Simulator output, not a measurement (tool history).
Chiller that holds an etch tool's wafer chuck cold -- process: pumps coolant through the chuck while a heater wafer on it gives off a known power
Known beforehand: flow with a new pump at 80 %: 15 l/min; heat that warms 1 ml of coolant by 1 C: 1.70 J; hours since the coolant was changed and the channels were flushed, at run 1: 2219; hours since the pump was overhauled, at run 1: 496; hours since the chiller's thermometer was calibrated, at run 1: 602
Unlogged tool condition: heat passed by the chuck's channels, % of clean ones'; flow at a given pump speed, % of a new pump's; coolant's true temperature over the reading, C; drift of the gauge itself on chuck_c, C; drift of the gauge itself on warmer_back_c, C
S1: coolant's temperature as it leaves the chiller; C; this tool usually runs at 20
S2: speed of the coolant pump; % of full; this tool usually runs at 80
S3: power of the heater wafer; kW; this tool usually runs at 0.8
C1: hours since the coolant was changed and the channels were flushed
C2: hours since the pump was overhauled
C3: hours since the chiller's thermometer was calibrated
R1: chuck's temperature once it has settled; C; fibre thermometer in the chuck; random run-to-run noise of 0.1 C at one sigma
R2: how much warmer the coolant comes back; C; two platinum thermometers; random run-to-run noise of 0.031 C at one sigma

run,hour,S1,S2,S3,C1,C2,C3,R1,R2
1,0,20,80,0.8,2219,496,602,25.1,1.91
2,109.1,20,80,0.8,2328,605,711,25.3,1.98
3,201.5,20,80,0.8,2420,697,804,25.2,1.92
4,287.7,20,80,0.8,2506,783,890,25.2,1.85
5,435.8,20,80,0.8,2654,931,1038,25.3,1.89
6,603.7,20,80,0.8,2822,1099,1206,25.4,1.97
7,755.4,20,80,0.8,2974,1251,1357,25.2,1.94
8,880.7,20,80,0.8,3099,1376,1483,25.3,1.95
9,1055.6,20,80,0.8,3274,1551,1658,25.2,1.96
10,1170.7,20,80,0.8,3389,1666,1773,25.3,2.02
11,1322.9,20,80,0.664,3542,1819,1925,24.4,1.62
12,1535.4,20,80,0.432,3754,2031,2138,22.6,1.03
13,1695.3,20,80,0.432,3914,2191,2297,22.7,1.09
14,1794.5,20,80,0.432,4013,2290,2397,22.8,1.05
# hour 1944.2: coolant changed, channels flushed
15,1988.4,20,80,0.432,44,2478,2585,22.3,1.06
16,2182.4,27,80,0.8,238,2672,2779,31.4,2.04
17,2341.5,27,80,0.8,397,2831,2938,31.8,2
18,2530.4,17,61,0.525,586,3020,3127,20.7,1.85
19,2667.1,17,61,0.92,723,3157,3263,24.1,3.21
20,2875.1,17,61,0.92,931,3365,3471,24,3.24
21,3084.7,20,91,0.845,1141,3574,3681,24.5,1.81
22,3252.6,20,91,0.845,1308,3742,3849,24.5,1.9
23,3396.3,20,91,0.845,1452,3886,3992,24.4,1.93
24,3490.9,13,84,1.024,1547,3981,4087,19,2.51
25,3693.4,13,84,1.024,1749,4183,4290,19.1,2.5
26,3878.6,13,82,0.73,1934,4368,4475,17.2,1.86
27,4012.2,13,82,0.73,2068,4502,4608,17.1,1.85
28,4175.5,22,82,0.646,2231,4665,4772,25.7,1.67
29,4323.2,17,70,0.767,2379,4813,4919,22.2,2.37
30,4440.3,22,95,0.77,2496,4930,5036,25.9,1.61
31,4619.2,20,64,0.945,2675,5109,5215,27.2,3.28
32,4765.9,27,80,0.852,2822,5256,5362,32.4,2.33

Some steps in R1, run to run, broken into two amounts with sign: the step expected even without the hidden condition (settings, incoming material, random variation), and the rest, left for the hidden condition together with whatever gauge scatter is not in both the measured and the hidden-condition-free result:
Run 14 -> 15: coolant changed, channels flushed. R1 -0.5 C: hidden state -0.4, all else -0.1.
Run 15 -> 16: S1 20 -> 27, S3 0.432 -> 0.8. R1 +9.1 C: hidden state +0, all else +9.1.
Run 17 -> 18: S1 27 -> 17, S2 80 -> 61, S3 0.8 -> 0.525. R1 -11.1 C: hidden state -0.1, all else -11.
Run 27 -> 28: S1 13 -> 22, S3 0.73 -> 0.646. R1 +8.6 C: hidden state +0, all else +8.6.
Run 30 -> 31: S1 22 -> 20, S2 95 -> 64, S3 0.77 -> 0.945. R1 +1.3 C: hidden state +0.6, all else +0.7.
Run 31 -> 32: S1 20 -> 27, S2 64 -> 80, S3 0.945 -> 0.852. R1 +5.2 C: hidden state -0.4, all else +5.6.
